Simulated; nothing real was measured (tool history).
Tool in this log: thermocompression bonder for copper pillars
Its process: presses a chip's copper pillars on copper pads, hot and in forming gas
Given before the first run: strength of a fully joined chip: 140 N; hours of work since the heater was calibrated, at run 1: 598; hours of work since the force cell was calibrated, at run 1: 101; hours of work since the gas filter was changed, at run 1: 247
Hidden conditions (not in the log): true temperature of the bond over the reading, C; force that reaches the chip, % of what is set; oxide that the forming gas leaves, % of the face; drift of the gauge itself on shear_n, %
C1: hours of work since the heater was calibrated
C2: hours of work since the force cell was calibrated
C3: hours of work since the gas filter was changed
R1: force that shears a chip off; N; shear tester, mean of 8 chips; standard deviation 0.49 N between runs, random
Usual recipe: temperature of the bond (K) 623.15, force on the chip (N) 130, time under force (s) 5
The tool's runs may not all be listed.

{"run": 1, "hour": 0.0, "temperature of the bond (K)": 623.15, "force on the chip (N)": 130, "time under force (s)": 5, "C1": 598, "C2": 101, "C3": 247, "R1": 97.3}
{"run": 2, "hour": 8.8, "temperature of the bond (K)": 623.15, "force on the chip (N)": 130, "time under force (s)": 5, "C1": 605, "C2": 108, "C3": 254, "R1": 96.8}
{"run": 3, "hour": 16.8, "temperature of the bond (K)": 642.15, "force on the chip (N)": 130, "time under force (s)": 5, "C1": 611, "C2": 114, "C3": 260, "R1": 111.2}
{"run": 4, "hour": 29.3, "temperature of the bond (K)": 642.15, "force on the chip (N)": 130, "time under force (s)": 5, "C1": 620, "C2": 123, "C3": 269, "R1": 110.7}
{"run": 5, "hour": 43.0, "temperature of the bond (K)": 642.15, "force on the chip (N)": 130, "time under force (s)": 5, "C1": 630, "C2": 133, "C3": 279, "R1": 110.2}
{"run": 6, "hour": 49.9, "temperature of the bond (K)": 642.15, "force on the chip (N)": 130, "time under force (s)": 5, "C1": 636, "C2": 138, "C3": 285, "R1": 108.9}
{"run": 7, "hour": 56.7, "temperature of the bond (K)": 642.15, "force on the chip (N)": 130, "time under force (s)": 5, "C1": 641, "C2": 143, "C3": 290, "R1": 109.7}
{"run": 8, "hour": 71.3, "temperature of the bond (K)": 642.15, "force on the chip (N)": 130, "time under force (s)": 5, "C1": 651, "C2": 154, "C3": 301, "R1": 109.6}
{"run": 9, "hour": 80.5, "temperature of the bond (K)": 642.15, "force on the chip (N)": 130, "time under force (s)": 5, "C1": 658, "C2": 161, "C3": 307, "R1": 108.5}
{"run": 10, "hour": 89.1, "temperature of the bond (K)": 642.15, "force on the chip (N)": 130, "time under force (s)": 5, "C1": 665, "C2": 168, "C3": 314, "R1": 109.2}
{"run": 11, "hour": 98.1, "temperature of the bond (K)": 642.15, "force on the chip (N)": 130, "time under force (s)": 5, "C1": 671, "C2": 174, "C3": 320, "R1": 109.0}
{"run": 12, "hour": 108.6, "temperature of the bond (K)": 642.15, "force on the chip (N)": 130, "time under force (s)": 5, "C1": 679, "C2": 182, "C3": 328, "R1": 109.7}
{"run": 13, "hour": 119.6, "temperature of the bond (K)": 642.15, "force on the chip (N)": 130, "time under force (s)": 5, "C1": 687, "C2": 190, "C3": 337, "R1": 109.1}
{"run": 14, "hour": 125.8, "temperature of the bond (K)": 642.15, "force on the chip (N)": 130, "time under force (s)": 5, "C1": 692, "C2": 195, "C3": 341, "R1": 109.0}
{"run": 15, "hour": 134.5, "temperature of the bond (K)": 642.15, "force on the chip (N)": 130, "time under force (s)": 5, "C1": 698, "C2": 201, "C3": 348, "R1": 108.3}
{"run": 16, "hour": 146.7, "temperature of the bond (K)": 642.15, "force on the chip (N)": 111, "time under force (s)": 5, "C1": 708, "C2": 211, "C3": 357, "R1": 98.9}
{"run": 17, "hour": 153.2, "temperature of the bond (K)": 623.15, "force on the chip (N)": 130, "time under force (s)": 5, "C1": 712, "C2": 215, "C3": 362, "R1": 95.6}
{"run": 18, "hour": 160.9, "temperature of the bond (K)": 623.15, "force on the chip (N)": 130, "time under force (s)": 3, "C1": 718, "C2": 221, "C3": 367, "R1": 83.5}
{"run": 19, "hour": 171.1, "temperature of the bond (K)": 623.15, "force on the chip (N)": 130, "time under force (s)": 3, "C1": 726, "C2": 229, "C3": 375, "R1": 82.5}
{"run": 20, "hour": 181.2, "temperature of the bond (K)": 623.15, "force on the chip (N)": 130, "time under force (s)": 3, "C1": 733, "C2": 236, "C3": 382, "R1": 82.2}
{"run": 21, "hour": 188.1, "temperature of the bond (K)": 623.15, "force on the chip (N)": 105, "time under force (s)": 3, "C1": 738, "C2": 241, "C3": 387, "R1": 67.8}
{"run": 22, "hour": 199.6, "temperature of the bond (K)": 623.15, "force on the chip (N)": 105, "time under force (s)": 3, "C1": 747, "C2": 250, "C3": 396, "R1": 68.6}
{"hour": 209.6, "done": "gauge calibrated"}
{"run": 23, "hour": 213.3, "temperature of the bond (K)": 623.15, "force on the chip (N)": 105, "time under force (s)": 3, "C1": 757, "C2": 260, "C3": 406, "R1": 70.0}
{"run": 24, "hour": 220.7, "temperature of the bond (K)": 623.15, "force on the chip (N)": 105, "time under force (s)": 3, "C1": 763, "C2": 266, "C3": 412, "R1": 70.0}
{"run": 25, "hour": 232.5, "temperature of the bond (K)": 623.15, "force on the chip (N)": 105, "time under force (s)": 3, "C1": 771, "C2": 274, "C3": 421, "R1": 69.6}
{"run": 26, "hour": 244.8, "temperature of the bond (K)": 623.15, "force on the chip (N)": 105, "time under force (s)": 3, "C1": 781, "C2": 284, "C3": 430, "R1": 69.7}
{"run": 27, "hour": 255.1, "temperature of the bond (K)": 607.15, "force on the chip (N)": 136, "time under force (s)": 3, "C1": 788, "C2": 291, "C3": 437, "R1": 74.7}
{"hour": 259.7, "done": "forming gas filter changed"}
{"run": 28, "hour": 266.0, "temperature of the bond (K)": 653.15, "force on the chip (N)": 89, "time under force (s)": 4, "C1": 796, "C2": 299, "C3": 5, "R1": 87.9}
{"run": 29, "hour": 277.9, "temperature of the bond (K)": 653.15, "force on the chip (N)": 86, "time under force (s)": 7, "C1": 805, "C2": 308, "C3": 14, "R1": 99.2}
{"run": 30, "hour": 284.9, "temperature of the bond (K)": 653.15, "force on the chip (N)": 86, "time under force (s)": 7, "C1": 810, "C2": 313, "C3": 19, "R1": 100.2}
{"run": 31, "hour": 292.6, "temperature of the bond (K)": 611.15, "force on the chip (N)": 130, "time under force (s)": 5, "C1": 816, "C2": 319, "C3": 24, "R1": 87.4}
{"run": 32, "hour": 302.3, "temperature of the bond (K)": 639.15, "force on the chip (N)": 92, "time under force (s)": 3, "C1": 823, "C2": 326, "C3": 32, "R1": 72.6}
{"run": 33, "hour": 315.1, "temperature of the bond (K)": 618.15, "force on the chip (N)": 167, "time under force (s)": 3, "C1": 833, "C2": 336, "C3": 41, "R1": 95.9}
{"run": 34, "hour": 324.0, "temperature of the bond (K)": 633.15, "force on the chip (N)": 130, "time under force (s)": 5, "C1": 839, "C2": 342, "C3": 48, "R1": 104.3}
{"run": 35, "hour": 333.9, "temperature of the bond (K)": 633.15, "force on the chip (N)": 130, "time under force (s)": 5, "C1": 847, "C2": 349, "C3": 55, "R1": 102.7}
{"run": 36, "hour": 339.9, "temperature of the bond (K)": 633.15, "force on the chip (N)": 80, "time under force (s)": 5, "C1": 851, "C2": 354, "C3": 60, "R1": 71.7}
{"run": 37, "hour": 352.5, "temperature of the bond (K)": 633.15, "force on the chip (N)": 176, "time under force (s)": 5, "C1": 860, "C2": 363, "C3": 69, "R1": 120.2}
{"run": 38, "hour": 358.8, "temperature of the bond (K)": 623.15, "force on the chip (N)": 137, "time under force (s)": 6, "C1": 865, "C2": 368, "C3": 74, "R1": 103.8}
{"run": 39, "hour": 369.1, "temperature of the bond (K)": 632.15, "force on the chip (N)": 137, "time under force (s)": 14, "C1": 873, "C2": 376, "C3": 81, "R1": 125.0}

Alternative continuations, all from the tool just after run 39; predict every row:
{"run": "A", "hour": 383.8, "temperature of the bond (K)": 618.15, "force on the chip (N)": 130, "time under force (s)": 13, "C1": 884, "C2": 387, "C3": 92, "R1": "?"}
{"run": "B", "hour": 383.8, "temperature of the bond (K)": 598.15, "force on the chip (N)": 187, "time under force (s)": 14, "C1": 884, "C2": 387, "C3": 92, "R1": "?"}
{"run": "C", "hour": 383.8, "temperature of the bond (K)": 623.15, "force on the chip (N)": 86, "time under force (s)": 5, "C1": 884, "C2": 387, "C3": 92, "R1": "?"}

run=A R1=114.0
run=B R1=121.8
run=C R1=69.1
With the hidden condition removed and each run's random variation left untouched, the same runs would have given:
run=A R1=116.8
run=B R1=124.8
run=C R1=71.0

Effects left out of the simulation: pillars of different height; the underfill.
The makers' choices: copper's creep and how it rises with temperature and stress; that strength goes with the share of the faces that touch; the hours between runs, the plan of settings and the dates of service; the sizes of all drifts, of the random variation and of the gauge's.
